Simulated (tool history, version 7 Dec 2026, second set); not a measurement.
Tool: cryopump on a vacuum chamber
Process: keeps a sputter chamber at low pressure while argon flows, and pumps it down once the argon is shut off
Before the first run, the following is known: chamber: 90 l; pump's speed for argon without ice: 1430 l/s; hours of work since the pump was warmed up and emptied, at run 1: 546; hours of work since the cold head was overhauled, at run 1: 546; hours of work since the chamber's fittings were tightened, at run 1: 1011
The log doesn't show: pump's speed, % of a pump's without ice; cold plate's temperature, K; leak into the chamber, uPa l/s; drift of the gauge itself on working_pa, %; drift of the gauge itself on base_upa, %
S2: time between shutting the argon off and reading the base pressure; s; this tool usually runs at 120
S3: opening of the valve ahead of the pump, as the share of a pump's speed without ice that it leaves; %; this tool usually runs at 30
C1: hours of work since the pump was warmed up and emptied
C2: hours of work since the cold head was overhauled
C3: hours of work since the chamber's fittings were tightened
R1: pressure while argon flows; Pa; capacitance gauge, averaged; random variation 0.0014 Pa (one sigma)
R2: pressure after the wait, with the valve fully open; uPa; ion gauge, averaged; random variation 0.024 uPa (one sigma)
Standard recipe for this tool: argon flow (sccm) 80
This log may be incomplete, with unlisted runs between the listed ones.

run 1 hour=0 | argon_flow_(sccm)=80 S2=120 S3=30 | C1=546 C2=546 C3=1011 | R1=0.3312 R2=2.03
run 2 hour=18.9 | argon_flow_(sccm)=55 S2=120 S3=30 | C1=559 C2=559 C3=1024 | R1=0.2271 R2=2.06
run 3 hour=37.5 | argon_flow_(sccm)=55 S2=120 S3=30 | C1=571 C2=571 C3=1036 | R1=0.2274 R2=2.1
run 4 hour=67.7 | argon_flow_(sccm)=55 S2=120 S3=30 | C1=592 C2=592 C3=1057 | R1=0.2281 R2=2.16
run 5 hour=89.8 | argon_flow_(sccm)=55 S2=120 S3=30 | C1=607 C2=607 C3=1072 | R1=0.2276 R2=2.19
run 6 hour=117.4 | argon_flow_(sccm)=80 S2=289 S3=30 | C1=626 C2=626 C3=1091 | R1=0.3324 R2=1.77
run 7 hour=142.3 | argon_flow_(sccm)=80 S2=289 S3=30 | C1=643 C2=643 C3=1108 | R1=0.3311 R2=1.83
run 8 hour=169.1 | argon_flow_(sccm)=80 S2=227 S3=30 | C1=661 C2=661 C3=1126 | R1=0.3312 R2=1.89
run 9 hour=196.1 | argon_flow_(sccm)=80 S2=227 S3=30 | C1=680 C2=680 C3=1145 | R1=0.3335 R2=1.93
run 10 hour=219 | argon_flow_(sccm)=80 S2=227 S3=30 | C1=695 C2=695 C3=1160 | R1=0.3338 R2=2.04
run 11 hour=246.8 | argon_flow_(sccm)=80 S2=184 S3=30 | C1=714 C2=714 C3=1179 | R1=0.3332 R2=2.09
run 12 hour=281.4 | argon_flow_(sccm)=80 S2=184 S3=30 | C1=738 C2=738 C3=1203 | R1=0.3348 R2=2.13
run 13 hour=305.2 | argon_flow_(sccm)=80 S2=120 S3=38 | C1=754 C2=754 C3=1219 | R1=0.2711 R2=2.41
run 14 hour=340 | argon_flow_(sccm)=80 S2=120 S3=51 | C1=778 C2=778 C3=1243 | R1=0.2062 R2=2.43
run 15 hour=378.2 | argon_flow_(sccm)=71 S2=120 S3=30 | C1=804 C2=804 C3=1269 | R1=0.2972 R2=2.42
run 16 hour=407.8 | argon_flow_(sccm)=71 S2=120 S3=30 | C1=824 C2=824 C3=1289 | R1=0.2986 R2=2.48
run 17 hour=435.8 | argon_flow_(sccm)=71 S2=120 S3=30 | C1=843 C2=843 C3=1308 | R1=0.2989 R2=2.57
run 18 hour=459.7 | argon_flow_(sccm)=71 S2=120 S3=30 | C1=859 C2=859 C3=1324 | R1=0.3011 R2=2.47
run 19 hour=488.1 | argon_flow_(sccm)=66 S2=82 S3=32 | C1=879 C2=879 C3=1344 | R1=0.2649 R2=2.86
run 20 hour=509.4 | argon_flow_(sccm)=66 S2=82 S3=32 | C1=893 C2=893 C3=1358 | R1=0.265 R2=2.82
run 21 hour=534.2 | argon_flow_(sccm)=63 S2=120 S3=30 | C1=910 C2=910 C3=1375 | R1=0.2687 R2=2.67
run 22 hour=551.3 | argon_flow_(sccm)=63 S2=120 S3=30 | C1=922 C2=922 C3=1387 | R1=0.2669 R2=2.64
run 23 hour=578 | argon_flow_(sccm)=68 S2=62 S3=26 | C1=940 C2=940 C3=1405 | R1=0.3345 R2=3.18
-- hour=606.6 pump warmed up, emptied and cooled again
run 24 hour=620.2 | argon_flow_(sccm)=126 S2=115 S3=21 | C1=9 C2=965 C3=1430 | R1=0.7116 R2=2.34
run 25 hour=662.3 | argon_flow_(sccm)=126 S2=115 S3=21 | C1=38 C2=994 C3=1459 | R1=0.7119 R2=2.38
run 26 hour=704.5 | argon_flow_(sccm)=74 S2=120 S3=30 | C1=67 C2=1023 C3=1488 | R1=0.2947 R2=2.41
run 27 hour=742.8 | argon_flow_(sccm)=56 S2=70 S3=22 | C1=93 C2=1049 C3=1514 | R1=0.304 R2=2.92
run 28 hour=760.6 | argon_flow_(sccm)=56 S2=70 S3=22 | C1=105 C2=1061 C3=1526 | R1=0.3042 R2=2.91
run 29 hour=794.3 | argon_flow_(sccm)=56 S2=70 S3=22 | C1=128 C2=1084 C3=1549 | R1=0.3058 R2=2.98
-- hour=804.7 leaking fittings of the chamber tightened, without venting
run 30 hour=828.7 | argon_flow_(sccm)=56 S2=70 S3=48 | C1=150 C2=1106 C3=16 | R1=0.1422 R2=1.43
run 31 hour=848.9 | argon_flow_(sccm)=56 S2=70 S3=48 | C1=164 C2=1120 C3=30 | R1=0.1409 R2=1.41
run 32 hour=884.1 | argon_flow_(sccm)=134 S2=114 S3=17 | C1=188 C2=1144 C3=54 | R1=0.9362 R2=0.98
run 33 hour=918.6 | argon_flow_(sccm)=134 S2=114 S3=17 | C1=211 C2=1168 C3=78 | R1=0.9405 R2=1.03
run 34 hour=946.1 | argon_flow_(sccm)=127 S2=114 S3=17 | C1=230 C2=1186 C3=96 | R1=0.8925 R2=1.07
run 35 hour=983 | argon_flow_(sccm)=53 S2=120 S3=29 | C1=255 C2=1211 C3=122 | R1=0.2235 R2=1.04

Each row is a separate what-if for the run after 35, all from the same tool condition, not one after another. Results?
run A hour=1011.5 | argon_flow_(sccm)=72 S2=92 S3=21 | C1=275 C2=1231 C3=141 | R1=? R2=?
run B hour=1011.5 | argon_flow_(sccm)=155 S2=56 S3=37 | C1=275 C2=1231 C3=141 | R1=? R2=?
run C hour=1011.5 | argon_flow_(sccm)=145 S2=236 S3=22 | C1=275 C2=1231 C3=141 | R1=? R2=?

run=A R1=0.412 R2=1.25
run=B R1=0.5102 R2=1.79
run=C R1=0.7927 R2=0.77
What these runs would have given with no unlogged condition in the tool:
run=A R1=0.4048 R2=1.05
run=B R1=0.4946 R2=1.59
run=C R1=0.7782 R2=0.56

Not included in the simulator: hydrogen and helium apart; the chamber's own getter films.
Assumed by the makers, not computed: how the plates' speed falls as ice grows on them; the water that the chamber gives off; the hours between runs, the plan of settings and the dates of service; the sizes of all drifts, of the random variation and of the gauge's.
